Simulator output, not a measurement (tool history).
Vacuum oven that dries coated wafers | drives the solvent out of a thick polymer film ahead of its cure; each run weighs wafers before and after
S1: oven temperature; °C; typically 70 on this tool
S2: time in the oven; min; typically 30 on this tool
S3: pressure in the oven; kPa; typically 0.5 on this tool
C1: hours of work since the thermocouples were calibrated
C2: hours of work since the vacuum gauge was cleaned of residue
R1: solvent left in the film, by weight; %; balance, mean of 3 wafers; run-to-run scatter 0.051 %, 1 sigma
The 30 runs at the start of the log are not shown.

run   hour  S1  S2     S3   C1    C2    R1
 31  490.5  70  22   0.39  120   976  1.59
 32  501.8  82  27  0.462  129   985  0.65
 33  518.4  61  34  1.272  141   997  3.77
 34  532.7  66  23  1.842  152  1008  4.25
 35  544.1  66  23  1.842  161  1016   4.3
 36    566  66  23  1.711  177  1033  4.19
 37  588.5  66  23  1.711  194  1050  4.18
 38  601.2  66  23  1.711  203  1059  4.02

The next listed run, before its measurement:
 39  623.6  83  34  1.711  220  1076   ?

For run 39 the tool returned R1 1.58 %.
On a tool with no hidden condition, and with the same random variation, this run would have come out at R1 1.41 %.
